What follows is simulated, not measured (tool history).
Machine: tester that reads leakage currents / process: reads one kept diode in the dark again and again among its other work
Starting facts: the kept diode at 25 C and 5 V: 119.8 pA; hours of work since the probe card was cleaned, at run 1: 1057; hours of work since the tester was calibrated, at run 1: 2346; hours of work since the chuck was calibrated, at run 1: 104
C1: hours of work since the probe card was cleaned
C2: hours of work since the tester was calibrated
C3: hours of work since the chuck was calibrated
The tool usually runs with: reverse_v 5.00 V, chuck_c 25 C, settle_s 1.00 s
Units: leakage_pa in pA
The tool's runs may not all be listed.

run 1 hour=0.0 | reverse_v=5.00 chuck_c=25 settle_s=1.00 | C1=1057 C2=2346 C3=104 | leakage_pa=127.70
run 2 hour=88.8 | reverse_v=5.00 chuck_c=25 settle_s=1.00 | C1=1115 C2=2404 C3=163 | leakage_pa=126.70
run 3 hour=169.3 | reverse_v=5.00 chuck_c=25 settle_s=1.00 | C1=1167 C2=2456 C3=215 | leakage_pa=126.06
run 4 hour=271.6 | reverse_v=5.00 chuck_c=25 settle_s=1.00 | C1=1234 C2=2523 C3=282 | leakage_pa=125.98
run 5 hour=345.1 | reverse_v=5.00 chuck_c=25 settle_s=1.83 | C1=1282 C2=2571 C3=330 | leakage_pa=124.32
run 6 hour=462.6 | reverse_v=5.00 chuck_c=25 settle_s=1.00 | C1=1359 C2=2648 C3=407 | leakage_pa=123.98
run 7 hour=519.2 | reverse_v=5.00 chuck_c=23 settle_s=1.00 | C1=1396 C2=2685 C3=444 | leakage_pa=106.63
run 8 hour=575.2 | reverse_v=5.00 chuck_c=23 settle_s=1.00 | C1=1433 C2=2722 C3=480 | leakage_pa=106.89
run 9 hour=684.3 | reverse_v=15.66 chuck_c=25 settle_s=1.00 | C1=1504 C2=2793 C3=552 | leakage_pa=206.09
-- hour=695.5 probe card cleaned and baked
run 10 hour=772.1 | reverse_v=15.66 chuck_c=41 settle_s=1.00 | C1=50 C2=2849 C3=607 | leakage_pa=558.50
run 11 hour=884.3 | reverse_v=5.00 chuck_c=28 settle_s=1.00 | C1=123 C2=2922 C3=681 | leakage_pa=139.01
-- hour=896.3 tester calibrated
run 12 hour=990.7 | reverse_v=5.00 chuck_c=25 settle_s=0.41 | C1=192 C2=62 C3=749 | leakage_pa=111.61
run 13 hour=1058.5 | reverse_v=11.32 chuck_c=25 settle_s=0.41 | C1=236 C2=106 C3=793 | leakage_pa=157.08
-- hour=1149.9 tester calibrated, once more
run 14 hour=1184.9 | reverse_v=2.08 chuck_c=25 settle_s=1.00 | C1=317 C2=23 C3=875 | leakage_pa=75.10
run 15 hour=1238.3 | reverse_v=3.36 chuck_c=25 settle_s=1.00 | C1=352 C2=58 C3=909 | leakage_pa=90.42
run 16 hour=1359.8 | reverse_v=3.36 chuck_c=25 settle_s=1.00 | C1=432 C2=137 C3=989 | leakage_pa=90.01
run 17 hour=1460.5 | reverse_v=8.18 chuck_c=28 settle_s=2.20 | C1=498 C2=203 C3=1055 | leakage_pa=159.12
-- hour=1472.3 chuck's temperature calibrated
run 18 hour=1515.4 | reverse_v=8.18 chuck_c=28 settle_s=2.20 | C1=532 C2=238 C3=28 | leakage_pa=188.07
run 19 hour=1614.3 | reverse_v=8.18 chuck_c=28 settle_s=2.20 | C1=597 C2=302 C3=93 | leakage_pa=187.55
run 20 hour=1673.5 | reverse_v=8.18 chuck_c=28 settle_s=2.20 | C1=635 C2=341 C3=132 | leakage_pa=185.75
run 21 hour=1764.1 | reverse_v=8.18 chuck_c=28 settle_s=2.20 | C1=695 C2=400 C3=191 | leakage_pa=184.30
run 22 hour=1888.1 | reverse_v=2.88 chuck_c=25 settle_s=1.00 | C1=776 C2=481 C3=272 | leakage_pa=96.30
run 23 hour=1952.7 | reverse_v=5.00 chuck_c=57 settle_s=1.00 | C1=818 C2=524 C3=314 | leakage_pa=1060.18
run 24 hour=2070.6 | reverse_v=5.00 chuck_c=26 settle_s=1.00 | C1=895 C2=601 C3=391 | leakage_pa=128.27
run 25 hour=2182.1 | reverse_v=5.00 chuck_c=40 settle_s=1.20 | C1=968 C2=674 C3=464 | leakage_pa=343.50
run 26 hour=2253.5 | reverse_v=10.99 chuck_c=29 settle_s=3.09 | C1=1015 C2=720 C3=511 | leakage_pa=218.19
run 27 hour=2342.0 | reverse_v=10.99 chuck_c=29 settle_s=3.09 | C1=1073 C2=778 C3=569 | leakage_pa=218.11
run 28 hour=2421.9 | reverse_v=6.26 chuck_c=28 settle_s=3.09 | C1=1125 C2=830 C3=621 | leakage_pa=158.18
run 29 hour=2524.7 | reverse_v=6.26 chuck_c=28 settle_s=3.09 | C1=1192 C2=897 C3=688 | leakage_pa=157.25
run 30 hour=2612.7 | reverse_v=6.06 chuck_c=25 settle_s=2.23 | C1=1249 C2=955 C3=746 | leakage_pa=124.69
run 31 hour=2739.0 | reverse_v=5.00 chuck_c=25 settle_s=5.19 | C1=1332 C2=1038 C3=828 | leakage_pa=113.14

Predict each of these 5 candidate next runs independently; none follows another, all start after run 31:
run A hour=2843.6 | reverse_v=1.09 chuck_c=44 settle_s=0.31 | C1=1400 C2=1106 C3=897 | leakage_pa=?
run B hour=2843.6 | reverse_v=5.00 chuck_c=55 settle_s=1.00 | C1=1400 C2=1106 C3=897 | leakage_pa=?
run C hour=2843.6 | reverse_v=1.85 chuck_c=59 settle_s=1.00 | C1=1400 C2=1106 C3=897 | leakage_pa=?
run D hour=2843.6 | reverse_v=6.42 chuck_c=28 settle_s=1.00 | C1=1400 C2=1106 C3=897 | leakage_pa=?
run E hour=2843.6 | reverse_v=5.47 chuck_c=32 settle_s=3.75 | C1=1400 C2=1106 C3=897 | leakage_pa=?

run=A leakage_pa=231.44
run=B leakage_pa=863.89
run=C leakage_pa=751.06
run=D leakage_pa=155.87
run=E leakage_pa=191.65
With no hidden state in the tool, these same runs would have given:
run=A leakage_pa=261.54
run=B leakage_pa=966.15
run=C leakage_pa=842.24
run=D leakage_pa=167.54
run=E leakage_pa=210.15

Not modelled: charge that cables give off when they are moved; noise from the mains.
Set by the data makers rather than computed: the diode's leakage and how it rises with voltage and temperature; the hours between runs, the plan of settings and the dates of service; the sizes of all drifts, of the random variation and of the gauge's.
